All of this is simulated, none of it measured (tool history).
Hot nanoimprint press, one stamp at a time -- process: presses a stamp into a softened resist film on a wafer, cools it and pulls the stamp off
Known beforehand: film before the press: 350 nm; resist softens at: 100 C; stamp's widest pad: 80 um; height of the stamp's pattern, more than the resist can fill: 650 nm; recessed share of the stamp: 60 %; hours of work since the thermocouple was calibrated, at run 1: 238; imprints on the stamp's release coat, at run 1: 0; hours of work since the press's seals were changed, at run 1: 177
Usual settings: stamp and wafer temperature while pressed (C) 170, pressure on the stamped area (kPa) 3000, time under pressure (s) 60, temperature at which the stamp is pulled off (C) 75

| run | hour | stamp and wafer temperature while pressed (C) | pressure on the stamped area (kPa) | time under pressure (s) | temperature at which the stamp is pulled off (C) | hours of work since the thermocouple was calibrated | imprints on the stamp's release coat | hours of work since the press's seals were changed | resist left under the stamp's widest pad (Å) | greatest force while the stamp is pulled off (N) |
|---|---|---|---|---|---|---|---|---|---|---|
| 1 | 0.0 | 170 | 3000 | 60 | 75 | 238 | 0 | 177 | 1752 | 195 |
| 2 | 13.9 | 170 | 3000 | 60 | 75 | 245 | 25 | 184 | 1762 | 194 |
| 3 | 20.0 | 170 | 3000 | 60 | 75 | 248 | 36 | 186 | 1734 | 195 |
| 4 | 34.0 | 170 | 3000 | 60 | 75 | 254 | 61 | 193 | 1726 | 196 |
| 5 | 46.9 | 182 | 3000 | 60 | 75 | 260 | 84 | 199 | 1036 | 192 |
| 6 | 59.2 | 159 | 3000 | 60 | 75 | 266 | 106 | 204 | 2608 | 200 |
| 7 | 65.5 | 159 | 3000 | 60 | 75 | 269 | 117 | 207 | 2602 | 197 |
| 8 | 75.6 | 170 | 3000 | 60 | 75 | 273 | 135 | 212 | 1752 | 194 |
| 9 | 89.0 | 170 | 3000 | 60 | 75 | 279 | 159 | 218 | 1734 | 200 |
| 10 | 101.2 | 172 | 4320 | 104 | 75 | 285 | 181 | 224 | 1073 | 207 |
| 11 | 115.1 | 170 | 3950 | 75 | 83 | 291 | 205 | 230 | 1415 | 182 |
| 12 | 122.2 | 170 | 3950 | 75 | 83 | 295 | 218 | 233 | 1418 | 180 |
| 13 | 130.5 | 170 | 3000 | 60 | 61 | 298 | 233 | 237 | 1727 | 270 |
| 14 | 136.5 | 179 | 3000 | 60 | 75 | 301 | 244 | 240 | 1173 | 203 |
| 15 | 149.3 | 159 | 3000 | 79 | 73 | 307 | 266 | 246 | 2425 | 226 |
| 16 | 158.2 | 170 | 2460 | 60 | 75 | 311 | 282 | 250 | 1868 | 208 |
| 17 | 170.3 | 171 | 2460 | 60 | 76 | 317 | 304 | 255 | 1792 | 213 |

Alternative continuations, all from the tool just after run 17; predict every row:
| A | 178.2 | 177 | 3000 | 60 | 73 | 320 | 318 | 259 | ? | ? |
| B | 178.2 | 170 | 1840 | 60 | 75 | 320 | 318 | 259 | ? | ? |
| C | 178.2 | 162 | 3000 | 60 | 75 | 320 | 318 | 259 | ? | ? |
| D | 178.2 | 175 | 2460 | 60 | 76 | 320 | 318 | 259 | ? | ? |

| run | resist left under the stamp's widest pad (Å) | greatest force while the stamp is pulled off (N) |
|---|---|---|
| A | 1270 | 225 |
| B | 2032 | 212 |
| C | 2337 | 213 |
| D | 1518 | 206 |
What these runs would have given with no unlogged condition in the tool:
| run | resist left under the stamp's widest pad (Å) | greatest force while the stamp is pulled off (N) |
|---|---|---|
| A | 1343 | 203 |
| B | 2133 | 192 |
| C | 2441 | 192 |
| D | 1604 | 187 |

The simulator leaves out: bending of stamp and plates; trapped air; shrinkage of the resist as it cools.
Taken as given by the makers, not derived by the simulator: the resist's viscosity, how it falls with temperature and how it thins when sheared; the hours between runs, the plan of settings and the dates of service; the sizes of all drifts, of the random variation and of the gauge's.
